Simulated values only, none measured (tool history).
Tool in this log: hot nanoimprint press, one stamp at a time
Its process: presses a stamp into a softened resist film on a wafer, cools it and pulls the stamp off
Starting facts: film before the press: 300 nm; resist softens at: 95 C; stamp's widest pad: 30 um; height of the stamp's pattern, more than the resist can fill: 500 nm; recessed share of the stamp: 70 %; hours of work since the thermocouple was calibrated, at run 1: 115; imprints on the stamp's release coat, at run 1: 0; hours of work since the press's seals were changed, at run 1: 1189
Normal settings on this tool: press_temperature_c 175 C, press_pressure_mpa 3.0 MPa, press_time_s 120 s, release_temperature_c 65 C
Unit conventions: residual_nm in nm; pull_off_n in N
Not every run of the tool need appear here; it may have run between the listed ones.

run	day	press_temperature_c	press_pressure_mpa	press_time_s	release_temperature_c	hours of work since the thermocouple was calibrated	imprints on the stamp's release coat	hours of work since the press's seals were changed	residual_nm	pull_off_n
1	0.000	175	3.0	120	65	115	0	1189	122.5	132
2	1.038	175	3.0	120	65	133	59	1207	123.9	136
# day 1.954: press's hydraulic seals changed and the load cell set to zero
3	3.296	175	3.0	120	65	166	168	23	122.9	134
4	4.758	175	2.1	120	65	192	251	49	143.7	137
5	6.092	181	2.1	120	65	215	326	72	125.9	133
6	7.958	175	3.0	120	65	247	432	105	122.9	136
7	9.354	175	3.0	120	65	272	511	129	123.8	135
8	11.629	175	3.0	120	65	311	640	168	123.9	131
# day 12.092: stamp cleaned and given a new release coat
9	14.083	175	3.5	120	65	350	112	207	113.5	131
10	15.533	175	3.5	120	65	375	195	232	114.5	127
11	16.617	175	3.5	120	65	394	256	251	114.9	137
12	18.600	175	3.7	120	65	428	368	285	111.1	137

Predict the results of run 13:
13	19.892	182	3.0	192	65	451	441	308	?	?

Run 13 produced residual_nm 86.2 nm, pull_off_n 140 N.
With the hidden condition absent and the run-to-run variation left alone, this run would have shown residual_nm 86.1 nm, pull_off_n 140 N.
